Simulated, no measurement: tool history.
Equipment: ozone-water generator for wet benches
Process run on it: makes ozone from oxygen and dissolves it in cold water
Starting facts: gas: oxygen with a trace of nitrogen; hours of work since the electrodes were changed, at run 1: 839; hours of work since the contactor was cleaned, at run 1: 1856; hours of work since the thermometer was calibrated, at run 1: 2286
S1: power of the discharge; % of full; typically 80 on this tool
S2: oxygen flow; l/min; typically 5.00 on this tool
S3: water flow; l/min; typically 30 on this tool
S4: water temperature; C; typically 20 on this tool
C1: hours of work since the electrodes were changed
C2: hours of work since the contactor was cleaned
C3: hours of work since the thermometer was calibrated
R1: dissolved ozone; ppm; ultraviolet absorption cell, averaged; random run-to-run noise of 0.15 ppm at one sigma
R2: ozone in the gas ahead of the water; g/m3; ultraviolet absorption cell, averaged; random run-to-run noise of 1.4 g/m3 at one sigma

run    hour  S1    S2  S3  S4    C1    C2    C3    R1     R2
  1     0.0  80  5.00  30  20   839  1856  2286  16.6  257.2
  2    71.2  80  5.00  30  20   895  1912  2342  16.5  257.6
  3   170.7  80  5.00  30  20   973  1990  2420  16.5  255.3
  4   306.2  80  5.00  30  17  1080  2097  2527  16.8  253.1
  5   393.1  80  5.00  30  17  1148  2165  2595  16.6  252.4
  6   455.5  80  2.74  30  17  1197  2214  2644  14.3  333.1
  7   587.7  80  2.74  30  17  1301  2318  2748  14.2  331.5
  8   722.5  80  5.00  30  20  1407  2424  2854  15.6  248.0
  9   779.9  80  6.84  30  20  1452  2469  2899  16.6  214.2
 10   855.8  80  6.84  30  22  1512  2528  2958  15.7  215.9
 11   947.7  80  5.00  30  20  1584  2601  3030  15.4  245.0
 12  1081.2  80  5.00  30  20  1689  2705  3135  15.6  242.6
 13  1205.2  80  5.00  30  20  1786  2803  3233  15.4  239.2
 14  1273.6  80  5.00  30  20  1840  2857  3287  15.3  240.5
 15  1329.9  80  5.00  30  20  1884  2901  3331  15.1  240.5
 16  1449.4  80  5.00  30  20  1978  2995  3425  14.8  238.5
 17  1561.9  80  5.00  30  20  2066  3083  3513  14.7  238.2
     1568.8  -- water thermometer calibrated
 18  1697.0  80  5.00  30  20  2172  3189   101  14.6  236.2
 19  1801.1  51  5.00  30  20  2254  3271   182  12.1  191.5
 20  1887.0  51  6.73  30  20  2321  3338   250  12.5  164.1
 21  1968.9  44  5.43  21  20  2386  3402   314  14.6  173.4
 22  2077.2  65  4.66  25  23  2471  3487   399  14.6  216.9
 23  2156.2  80  5.51  39  21  2533  3550   461  11.3  219.9
     2288.6  -- water thermometer calibrated, once more
 24  2288.6  73  2.57  21  13  2636  3653     0  17.2  302.9
 25  2350.0  53  8.62  22  18  2685  3701    48  16.1  147.1
 26  2469.5  60  5.00  25  15  2778  3795   142  15.3  199.9
 27  2590.0  88  5.07  30  23  2873  3890   237  14.0  231.6
 28  2672.0  88  4.49  41  25  2938  3954   301  10.2  245.2
 29  2747.0  53  4.49  41  25  2996  4013   360   8.1  195.7
     2816.0  -- contactor cleaned
 30  2877.5  53  4.49  41  25  3096    48   459   8.7  195.1
 31  3014.2  75  5.00  27  20  3203   156   567  15.5  215.0
 32  3090.7  80  4.98  44  20  3263   216   627  10.2  215.7

Predict each of these 4 candidate next runs independently; none follows another, all start after run 32:
  A  3147.2  57  8.75  35  20  3308  260  671   ?   ?
  B  3147.2  84  5.00  29  13  3308  260  671   ?   ?
  C  3147.2  80  3.44  19  20  3308  260  671   ?   ?
  D  3147.2  80  3.55  44  21  3308  260  671   ?   ?

run    R1     R2
  A  11.9  146.2
  B  16.3  222.0
  C  19.4  258.6
  D   9.3  254.6
Take away the tool's hidden state, keep each run's random variation, and the runs would have read:
run    R1     R2
  A  14.5  175.5
  B  20.5  276.4
  C  24.3  320.5
  D  11.5  315.5
